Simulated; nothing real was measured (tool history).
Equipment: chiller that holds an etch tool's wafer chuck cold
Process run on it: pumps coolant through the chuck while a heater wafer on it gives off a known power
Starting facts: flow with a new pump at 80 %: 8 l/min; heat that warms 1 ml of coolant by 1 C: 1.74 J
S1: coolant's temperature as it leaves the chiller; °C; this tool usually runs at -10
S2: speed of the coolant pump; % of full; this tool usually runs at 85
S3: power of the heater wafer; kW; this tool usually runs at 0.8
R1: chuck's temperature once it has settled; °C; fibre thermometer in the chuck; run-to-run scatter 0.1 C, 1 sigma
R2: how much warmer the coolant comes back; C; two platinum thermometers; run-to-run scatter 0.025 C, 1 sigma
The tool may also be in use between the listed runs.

run 1 hour=0 | S1=-10 S2=85 S3=0.8 | R1=-4 R2=3.28
run 2 hour=40.3 | S1=-10 S2=85 S3=0.555 | R1=-5.7 R2=2.29
run 3 hour=93.9 | S1=-10 S2=93 S3=0.555 | R1=-5.9 R2=2.08
run 4 hour=147.7 | S1=-10 S2=85 S3=0.43 | R1=-6.6 R2=1.77
-- hour=152.6 chiller's thermometer calibrated
run 5 hour=208.3 | S1=-10 S2=93 S3=0.8 | R1=-4.6 R2=3
run 6 hour=266.9 | S1=-10 S2=85 S3=0.8 | R1=-4.3 R2=3.25
run 7 hour=311.8 | S1=-10 S2=85 S3=0.8 | R1=-4.4 R2=3.28
run 8 hour=372.2 | S1=-10 S2=74 S3=0.8 | R1=-3.6 R2=3.74
run 9 hour=443.3 | S1=-10 S2=74 S3=0.8 | R1=-3.7 R2=3.73
run 10 hour=514.6 | S1=-10 S2=74 S3=0.8 | R1=-3.7 R2=3.77
run 11 hour=583.8 | S1=-10 S2=85 S3=0.8 | R1=-4.3 R2=3.31
run 12 hour=632.9 | S1=-5 S2=85 S3=0.8 | R1=0.6 R2=3.27
run 13 hour=681.3 | S1=-5 S2=85 S3=0.8 | R1=0.6 R2=3.29
run 14 hour=757.1 | S1=-5 S2=85 S3=0.8 | R1=0.8 R2=3.33
run 15 hour=795.1 | S1=-10 S2=96 S3=0.578 | R1=-6.2 R2=2.09
run 16 hour=834.5 | S1=-10 S2=96 S3=0.578 | R1=-6.2 R2=2.09
run 17 hour=911.2 | S1=-19 S2=69 S3=0.42 | R1=-15.2 R2=2.15
-- hour=923.7 coolant pump overhauled
run 18 hour=954.8 | S1=-10 S2=76 S3=0.731 | R1=-4.3 R2=3.38
run 19 hour=1020.5 | S1=-10 S2=76 S3=0.731 | R1=-4.2 R2=3.41
run 20 hour=1098.4 | S1=-19 S2=98 S3=0.519 | R1=-15.5 R2=1.88
run 21 hour=1151.2 | S1=-19 S2=98 S3=0.519 | R1=-15.4 R2=1.89
run 22 hour=1216.5 | S1=-10 S2=98 S3=0.409 | R1=-7.2 R2=1.49

The next listed run, before its measurement:
run 23 hour=1252.6 | S1=-10 S2=98 S3=0.409 | R1=? R2=?

R1: -7.3 °C
R2: 1.46 C
Were there no unlogged condition in the tool, this run, its random variation unchanged, would have produced R1 -7.6 °C, R2 1.42 C.
